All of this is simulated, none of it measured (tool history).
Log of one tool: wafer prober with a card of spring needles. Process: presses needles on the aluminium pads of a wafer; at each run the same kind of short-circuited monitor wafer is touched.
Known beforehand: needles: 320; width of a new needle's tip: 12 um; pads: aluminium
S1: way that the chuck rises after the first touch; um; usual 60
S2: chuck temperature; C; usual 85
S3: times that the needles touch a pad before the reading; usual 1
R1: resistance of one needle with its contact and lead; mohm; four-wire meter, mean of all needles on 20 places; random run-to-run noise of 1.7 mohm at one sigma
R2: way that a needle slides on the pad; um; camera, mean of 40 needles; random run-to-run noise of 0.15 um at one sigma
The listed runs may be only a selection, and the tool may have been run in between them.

Run 1, hour 0.0: usual settings. Result: R1 175 mohm, R2 13.80 um.
At hour 6.2: tips cleaned on abrasive film.
Run 2, hour 7.4: usual settings. Result: R1 180 mohm, R2 13.92 um.
Run 3, hour 12.8: usual settings but S2 42 C. Result: R1 170 mohm, R2 13.76 um.
At hour 13.4: tips cleaned on abrasive film.
Run 4, hour 17.2: usual settings. Result: R1 178 mohm, R2 13.50 um.
At hour 20.8: tips cleaned on abrasive film.
Run 5, hour 25.0: usual settings. Result: R1 176 mohm, R2 13.75 um.
At hour 28.0: tips cleaned on abrasive film.
Run 6, hour 33.1: usual settings. Result: R1 177 mohm, R2 13.78 um.
At hour 35.1: tips cleaned on abrasive film.
Run 7, hour 39.1: usual settings. Result: R1 178 mohm, R2 13.62 um.
At hour 42.4: tips cleaned on abrasive film.
Run 8, hour 48.2: usual settings. Result: R1 176 mohm, R2 13.74 um.
At hour 50.1: tips cleaned on abrasive film.
Run 9, hour 52.5: usual settings. Result: R1 177 mohm, R2 13.75 um.
At hour 57.7: tips cleaned on abrasive film.
Run 10, hour 57.7: usual settings. Result: R1 174 mohm, R2 13.85 um.
At hour 65.0: tips cleaned on abrasive film.
Run 11, hour 65.0: usual settings but S1 71 um, S2 86 C, S3 2. Result: R1 175 mohm, R2 16.03 um.
Run 12, hour 70.1: usual settings but S1 71 um, S2 111 C, S3 2. Result: R1 182 mohm, R2 16.52 um.
At hour 72.5: tips cleaned on abrasive film.
Run 13, hour 77.0: usual settings but S1 71 um, S2 111 C, S3 2. Result: R1 180 mohm, R2 16.29 um.
At hour 79.8: tips cleaned on abrasive film.
Run 14, hour 83.2: usual settings but S1 41 um, S2 124 C. Result: R1 190 mohm, R2 9.38 um.

What if the next run were any one of these 5? Each begins from the tool's condition after run 14:
At hour 87.0: tips cleaned on abrasive film.
Run A, hour 91.2: usual settings but S1 52 um, S2 34 C, S3 2. Result: R1 ?, R2 ?.
At hour 87.0: tips cleaned on abrasive film.
Run B, hour 91.2: usual settings but S1 68 um, S2 106 C, S3 3. Result: R1 ?, R2 ?.
At hour 87.0: tips cleaned on abrasive film.
Run C, hour 91.2: usual settings but S1 55 um, S2 77 C, S3 2. Result: R1 ?, R2 ?.
At hour 87.0: tips cleaned on abrasive film.
Run D, hour 91.2: usual settings but S1 74 um, S2 124 C. Result: R1 ?, R2 ?.
At hour 87.0: tips cleaned on abrasive film.
Run E, hour 91.2: usual settings but S2 49 C. Result: R1 ?, R2 ?.

run   R1     R2
  A  169  11.89
  B  178  15.54
  C  177  12.84
  D  181  17.12
  E  169  13.65
Without the tool's unlogged condition, the same runs would have read:
run   R1     R2
  A  169  11.92
  B  178  15.56
  C  177  12.87
  D  181  17.14
  E  169  13.67

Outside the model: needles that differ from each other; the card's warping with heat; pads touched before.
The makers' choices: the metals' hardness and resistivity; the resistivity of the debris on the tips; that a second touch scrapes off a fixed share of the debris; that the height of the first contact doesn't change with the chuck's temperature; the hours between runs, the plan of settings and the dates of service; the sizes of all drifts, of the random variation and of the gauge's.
